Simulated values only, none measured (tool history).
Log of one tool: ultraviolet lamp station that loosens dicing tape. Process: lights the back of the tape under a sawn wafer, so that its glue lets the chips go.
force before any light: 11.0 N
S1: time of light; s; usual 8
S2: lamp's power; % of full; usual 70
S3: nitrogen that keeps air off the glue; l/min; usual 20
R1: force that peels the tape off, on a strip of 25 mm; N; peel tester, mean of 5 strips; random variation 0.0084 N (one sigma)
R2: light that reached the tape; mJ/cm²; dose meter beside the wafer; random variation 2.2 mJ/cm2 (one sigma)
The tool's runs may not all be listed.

run,day,S1,S2,S3,R1,R2
1,0,8,70,20,0.731,128
2,1.746,8,70,20,0.753,123
3,3.046,8,70,20,0.786,119
4,5.075,8,70,20,0.809,124
# day 6.575: lamp changed
5,6.575,8,70,20,0.42,163
6,7.988,8,70,20,0.427,161
7,9.467,8,61,20,0.589,136
8,10.996,8,61,20,0.598,135
# day 12.396: window cleaned of glue's vapour
9,12.554,8,61,20,0.506,144
10,13.704,8,61,20,0.503,145
11,15.633,8,70,20,0.39,167
12,17.062,8,70,20,0.385,170
13,18.983,6,83,11,0.928,149
14,20.633,6,83,11,0.947,141
15,22.267,6,83,11,0.945,136
16,23.442,6,83,11,1.003,139

Run 17 comes next. What will it give?
17,24.829,6,70,24,?,?

R1: 0.749 N
R2: 120 mJ/cm²
Without the tool's hidden state the same run would have given R1 0.532 N, R2 139 mJ/cm².
